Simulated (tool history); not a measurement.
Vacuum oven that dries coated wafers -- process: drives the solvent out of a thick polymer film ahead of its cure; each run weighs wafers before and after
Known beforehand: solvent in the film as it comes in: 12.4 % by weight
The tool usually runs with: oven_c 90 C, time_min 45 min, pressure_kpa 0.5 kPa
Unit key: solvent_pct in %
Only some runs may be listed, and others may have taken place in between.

| run | hour | oven_c | time_min | pressure_kpa | solvent_pct |
|---|---|---|---|---|---|
| 1 | 0 | 90 | 45 | 0.5 | 2.49 |
| 2 | 45.7 | 90 | 45 | 0.5 | 2.5 |
| 3 | 87.2 | 86 | 45 | 0.5 | 3.51 |
| 4 | 126.8 | 86 | 45 | 0.5 | 3.47 |
| 5 | 164.5 | 86 | 45 | 0.5 | 3.52 |
| 6 | 203.3 | 90 | 45 | 1.6 | 2.83 |
| 7 | 240.8 | 90 | 45 | 1.6 | 2.73 |
| 8 | 271.2 | 90 | 45 | 1.6 | 2.71 |
| 9 | 317.8 | 90 | 45 | 1.6 | 2.66 |
| 10 | 362.5 | 90 | 45 | 1.6 | 2.74 |
|  | 366.9 | vacuum gauge cleaned of residue and calibrated |
| 11 | 404.8 | 90 | 45 | 1.6 | 2.76 |
| 12 | 456.7 | 93 | 45 | 0.268 | 1.61 |
|  | 471.9 | vacuum gauge cleaned of residue and calibrated, once more |
| 13 | 500 | 77 | 45 | 1.015 | 6.03 |
| 14 | 542.7 | 77 | 52 | 1.317 | 5.55 |
| 15 | 580.5 | 101 | 45 | 0.412 | 0.45 |
| 16 | 622.4 | 101 | 45 | 0.412 | 0.41 |

Run 17, settings as shown, results not yet in. Your forecast:
| 17 | 650.7 | 101 | 45 | 0.412 | ? |

Run 17 measured solvent_pct 0.47 %.
Minus the tool's unlogged condition, the same run would have read solvent_pct 0.7 %.

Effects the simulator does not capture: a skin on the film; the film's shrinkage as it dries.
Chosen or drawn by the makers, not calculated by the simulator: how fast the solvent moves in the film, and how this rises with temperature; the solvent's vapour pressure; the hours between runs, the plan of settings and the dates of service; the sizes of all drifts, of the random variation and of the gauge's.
